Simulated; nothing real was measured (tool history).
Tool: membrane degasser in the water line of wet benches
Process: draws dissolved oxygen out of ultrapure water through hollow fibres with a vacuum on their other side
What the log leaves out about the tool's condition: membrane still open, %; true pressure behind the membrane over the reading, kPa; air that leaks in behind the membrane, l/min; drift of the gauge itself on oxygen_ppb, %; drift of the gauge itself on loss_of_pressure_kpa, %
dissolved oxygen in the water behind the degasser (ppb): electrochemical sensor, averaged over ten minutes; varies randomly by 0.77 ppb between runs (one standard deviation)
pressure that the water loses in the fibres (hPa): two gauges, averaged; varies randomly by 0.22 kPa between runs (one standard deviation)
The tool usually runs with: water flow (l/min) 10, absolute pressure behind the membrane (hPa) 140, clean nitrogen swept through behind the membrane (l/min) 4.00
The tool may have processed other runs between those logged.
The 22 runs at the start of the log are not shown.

run    hour  water flow (l/min)  absolute pressure behind the membrane (hPa)  clean nitrogen swept through behind the membrane (l/min)  hours since the membrane was changed  hours since the vacuum gauge was calibrated  hours since the vacuum lines were made tight  dissolved oxygen in the water behind the degasser (ppb)  pressure that the water loses in the fibres (hPa)
 23  1508.0                  15                                          338                                                      2.12                                  3220                                         2812                                          8903                                                    512.4                                              771.6
 24  1596.3                  12                                          299                                                     10.17                                  3308                                         2900                                          8991                                                     88.1                                              614.1
 25  1638.1                   9                                          140                                                      2.75                                  3350                                         2942                                          9033                                                     88.8                                              466.0
 26  1676.0                   9                                          140                                                      2.75                                  3388                                         2980                                          9071                                                     89.6                                              463.2
 27  1723.1                   9                                          140                                                      2.75                                  3435                                         3027                                          9118                                                     89.6                                              462.3
 28  1787.0                   9                                          140                                                      2.75                                  3499                                         3091                                          9182                                                     88.4                                              464.7
 29  1835.6                   9                                          140                                                      2.75                                  3547                                         3139                                          9230                                                     90.0                                              464.9
 30  1880.3                  10                                          113                                                     10.94                                  3592                                         3184                                          9275                                                     22.7                                              515.5
 31  1967.9                  10                                          113                                                     10.94                                  3679                                         3272                                          9363                                                     23.2                                              516.6

Here are 5 independent what-if runs from the current tool condition. What would each one return?
  A  2025.8                  12                                          113                                                     10.94                                  3737                                         3330                                          9421                                                        ?                                                  ?
  B  2025.8                  10                                           99                                                      3.73                                  3737                                         3330                                          9421                                                        ?                                                  ?
  C  2025.8                  13                                          143                                                      3.52                                  3737                                         3330                                          9421                                                        ?                                                  ?
  D  2025.8                  10                                          113                                                      2.50                                  3737                                         3330                                          9421                                                        ?                                                  ?
  E  2025.8                   7                                          113                                                     10.94                                  3737                                         3330                                          9421                                                        ?                                                  ?

run  dissolved oxygen in the water behind the degasser (ppb)  pressure that the water loses in the fibres (hPa)
  A                                                     31.8                                              620.9
  B                                                     49.2                                              512.7
  C                                                    113.8                                              667.2
  D                                                     84.3                                              512.3
  E                                                     13.4                                              360.0
With no hidden state in the tool, these same runs would have given:
run  dissolved oxygen in the water behind the degasser (ppb)  pressure that the water loses in the fibres (hPa)
  A                                                     31.7                                              620.7
  B                                                     49.1                                              512.5
  C                                                    113.7                                              666.9
  D                                                     84.1                                              512.1
  E                                                     13.4                                              359.9
